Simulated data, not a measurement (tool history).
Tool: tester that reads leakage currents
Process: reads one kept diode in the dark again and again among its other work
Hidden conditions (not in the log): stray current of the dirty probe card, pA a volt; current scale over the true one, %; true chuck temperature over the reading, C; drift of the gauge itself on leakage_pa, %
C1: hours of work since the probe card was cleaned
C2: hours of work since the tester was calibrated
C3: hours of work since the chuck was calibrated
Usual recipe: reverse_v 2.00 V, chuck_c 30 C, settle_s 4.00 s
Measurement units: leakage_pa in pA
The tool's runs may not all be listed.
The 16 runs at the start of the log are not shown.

{"run": 17, "hour": 522.8, "reverse_v": 2.0, "chuck_c": 46, "settle_s": 4.0, "C1": 608, "C2": 730, "C3": 698, "leakage_pa": 637.04}
{"run": 18, "hour": 553.3, "reverse_v": 2.0, "chuck_c": 46, "settle_s": 4.0, "C1": 631, "C2": 753, "C3": 721, "leakage_pa": 634.95}
{"run": 19, "hour": 587.8, "reverse_v": 2.0, "chuck_c": 46, "settle_s": 4.0, "C1": 657, "C2": 779, "C3": 747, "leakage_pa": 639.87}
{"run": 20, "hour": 632.9, "reverse_v": 2.0, "chuck_c": 30, "settle_s": 3.3, "C1": 691, "C2": 813, "C3": 782, "leakage_pa": 179.72}
{"run": 21, "hour": 665.4, "reverse_v": 2.0, "chuck_c": 30, "settle_s": 3.3, "C1": 716, "C2": 838, "C3": 806, "leakage_pa": 180.18}
{"run": 22, "hour": 697.5, "reverse_v": 2.0, "chuck_c": 30, "settle_s": 3.3, "C1": 740, "C2": 862, "C3": 830, "leakage_pa": 181.58}
{"run": 23, "hour": 739.6, "reverse_v": 1.03, "chuck_c": 58, "settle_s": 0.54, "C1": 772, "C2": 894, "C3": 862, "leakage_pa": 1121.96}
{"run": 24, "hour": 786.1, "reverse_v": 2.94, "chuck_c": 20, "settle_s": 0.71, "C1": 807, "C2": 929, "C3": 897, "leakage_pa": 93.25}
{"run": 25, "hour": 818.4, "reverse_v": 2.94, "chuck_c": 20, "settle_s": 0.71, "C1": 832, "C2": 953, "C3": 922, "leakage_pa": 93.37}
{"run": 26, "hour": 839.2, "reverse_v": 3.63, "chuck_c": 30, "settle_s": 0.61, "C1": 847, "C2": 969, "C3": 938, "leakage_pa": 240.58}
{"run": 27, "hour": 885.2, "reverse_v": 1.37, "chuck_c": 24, "settle_s": 0.61, "C1": 882, "C2": 1004, "C3": 973, "leakage_pa": 92.75}
{"run": 28, "hour": 918.5, "reverse_v": 1.37, "chuck_c": 24, "settle_s": 0.61, "C1": 907, "C2": 1029, "C3": 998, "leakage_pa": 92.8}
{"hour": 923.7, "done": "tester calibrated"}
{"run": 29, "hour": 951.2, "reverse_v": 1.37, "chuck_c": 28, "settle_s": 0.66, "C1": 931, "C2": 21, "C3": 1021, "leakage_pa": 130.0}
{"run": 30, "hour": 989.8, "reverse_v": 6.04, "chuck_c": 29, "settle_s": 0.9, "C1": 960, "C2": 50, "C3": 1050, "leakage_pa": 281.62}
{"run": 31, "hour": 1036.5, "reverse_v": 6.04, "chuck_c": 29, "settle_s": 0.9, "C1": 995, "C2": 85, "C3": 1086, "leakage_pa": 284.24}
{"hour": 1050.4, "done": "tester calibrated, once more"}
{"run": 32, "hour": 1070.2, "reverse_v": 6.04, "chuck_c": 29, "settle_s": 0.9, "C1": 1019, "C2": 15, "C3": 1110, "leakage_pa": 283.14}
{"run": 33, "hour": 1110.6, "reverse_v": 2.0, "chuck_c": 38, "settle_s": 0.75, "C1": 1050, "C2": 46, "C3": 1140, "leakage_pa": 349.85}
{"run": 34, "hour": 1147.9, "reverse_v": 2.0, "chuck_c": 29, "settle_s": 0.95, "C1": 1078, "C2": 74, "C3": 1168, "leakage_pa": 168.99}
{"run": 35, "hour": 1173.9, "reverse_v": 2.0, "chuck_c": 29, "settle_s": 0.95, "C1": 1098, "C2": 93, "C3": 1188, "leakage_pa": 168.97}
{"run": 36, "hour": 1220.5, "reverse_v": 2.0, "chuck_c": 29, "settle_s": 0.95, "C1": 1133, "C2": 129, "C3": 1223, "leakage_pa": 170.17}
{"run": 37, "hour": 1256.5, "reverse_v": 3.08, "chuck_c": 36, "settle_s": 4.0, "C1": 1160, "C2": 156, "C3": 1251, "leakage_pa": 367.7}
{"run": 38, "hour": 1299.0, "reverse_v": 3.08, "chuck_c": 36, "settle_s": 4.0, "C1": 1192, "C2": 188, "C3": 1283, "leakage_pa": 368.03}
{"run": 39, "hour": 1325.5, "reverse_v": 3.08, "chuck_c": 36, "settle_s": 4.0, "C1": 1213, "C2": 208, "C3": 1303, "leakage_pa": 368.11}
{"run": 40, "hour": 1354.5, "reverse_v": 1.38, "chuck_c": 36, "settle_s": 0.55, "C1": 1235, "C2": 230, "C3": 1325, "leakage_pa": 253.27}
{"run": 41, "hour": 1378.9, "reverse_v": 1.38, "chuck_c": 36, "settle_s": 0.55, "C1": 1253, "C2": 249, "C3": 1343, "leakage_pa": 253.38}

Consider 3 possible next runs. They are alternatives, not a sequence: every one starts from the tool as it was left by run 41. What does each give?
{"run": "A", "hour": 1405.2, "reverse_v": 4.0, "chuck_c": 30, "settle_s": 4.0, "C1": 1273, "C2": 269, "C3": 1363, "leakage_pa": "?"}
{"run": "B", "hour": 1405.2, "reverse_v": 10.38, "chuck_c": 26, "settle_s": 5.73, "C1": 1273, "C2": 269, "C3": 1363, "leakage_pa": "?"}
{"run": "C", "hour": 1405.2, "reverse_v": 3.56, "chuck_c": 36, "settle_s": 7.84, "C1": 1273, "C2": 269, "C3": 1363, "leakage_pa": "?"}

run=A leakage_pa=257.49
run=B leakage_pa=288.21
run=C leakage_pa=396.57
What these runs would have given with no unlogged condition in the tool:
run=A leakage_pa=236.78
run=B leakage_pa=261.51
run=C leakage_pa=367.07

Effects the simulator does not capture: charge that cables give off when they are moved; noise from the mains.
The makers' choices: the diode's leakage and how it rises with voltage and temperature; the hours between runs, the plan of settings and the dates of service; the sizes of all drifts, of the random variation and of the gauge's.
